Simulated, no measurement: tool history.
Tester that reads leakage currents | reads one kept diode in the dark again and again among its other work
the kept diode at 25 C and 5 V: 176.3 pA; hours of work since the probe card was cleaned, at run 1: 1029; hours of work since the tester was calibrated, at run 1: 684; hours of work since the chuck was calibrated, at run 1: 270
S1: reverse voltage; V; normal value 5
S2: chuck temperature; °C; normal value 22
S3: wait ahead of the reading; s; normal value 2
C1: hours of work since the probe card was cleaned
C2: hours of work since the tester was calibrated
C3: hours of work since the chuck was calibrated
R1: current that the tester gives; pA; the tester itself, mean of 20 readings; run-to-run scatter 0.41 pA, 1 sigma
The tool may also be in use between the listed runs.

run    hour     S1  S2    S3    C1    C2    C3       R1
  1       0      5  22     2  1029   684   270    141.8
  2    98.3      5  23     2  1074   728   315   154.05
  3   160.1      5  22     2  1102   757   343   142.24
  4   220.9      5  22     2  1130   784   370   141.74
  5   338.9      5  31     2  1183   838   424   303.92
  6   398.8      5  31     2  1211   865   451   303.97
  7     492      5  31     2  1253   908   494   304.34
  8   552.3      5  38     2  1280   935   521   538.42
  9   620.3      5  32     2  1311   966   552   331.26
 10   744.4      5  24     2  1368  1023   609   171.46
 11   836.4      5  43     2  1410  1065   651   798.15
 12   933.5      5  22  1.57  1454  1109   695   144.13
 13  1062.6   1.58  22  1.57  1513  1168   754    93.11
 14  1180.5   1.58  22  1.57  1567  1221   808     93.4
 15  1260.8   17.1  22     2  1603  1258   844   236.16
 16  1334.7   17.1  22     2  1637  1292   878      238
 17  1444.6      5  22     2  1687  1342   928   146.33
 18  1513.1      5  22     2  1718  1373   959   146.51
 19    1575      5  22     2  1746  1401   987   146.88
 20  1640.7      5  22     2  1776  1431  1017   146.37
 21  1779.8   9.11  32  0.58  1840  1494  1081   429.49
 22  1844.9   9.11  50  0.91  1869  1524  1110  1715.12
 23  1911.8   9.11  50  0.91  1900  1555  1141  1724.71
 24  2029.2      5  51  0.87  1953  1608  1194  1483.76
 25  2111.3   9.16  21  0.36  1991  1645  1232    177.6
 26  2207.6   9.16  21  0.36  2035  1689  1275      178
 27  2341.2   9.16  21  0.36  2095  1750  1336   179.45
 28  2418.3   5.19  22  6.73  2131  1785  1371   150.92
 29  2505.2   17.2  22  3.95  2170  1825  1411    244.1
 30  2645.2  14.02  22     2  2234  1889  1475   226.22
 31  2742.3  14.02  22     2  2278  1933  1519   225.83
 32    2806   3.18  22     2  2307  1962  1548   126.02
 33    2926   8.01  22     2  2362  2017  1603   181.36
 34  3016.3   2.18  41     2  2403  2058  1644   520.88
 35  3142.8      5  29  7.29  2461  2115  1701    272.5
 36  3235.8      5  22  0.69  2503  2158  1744   153.24
 37  3378.8   4.92  34     2  2568  2223  1809   410.22
 38  3443.3  12.15  37     2  2597  2252  1838   731.94
 39    3544   1.63  37  0.63  2643  2298  1884   344.99

Each row is a separate what-if for the run after 39, all from the same tool condition, not one after another. Results?
  A  3662.7  1.63  41  0.81  2697  2352  1938   ?
  B  3662.7  2.19  50  0.34  2697  2352  1938   ?
  C  3662.7  1.73  37  0.35  2697  2352  1938   ?

run       R1
  A   473.63
  B  1039.26
  C    354.5
What these runs would have given with no unlogged condition in the tool:
run      R1
  A  435.39
  B  960.98
  C  324.82
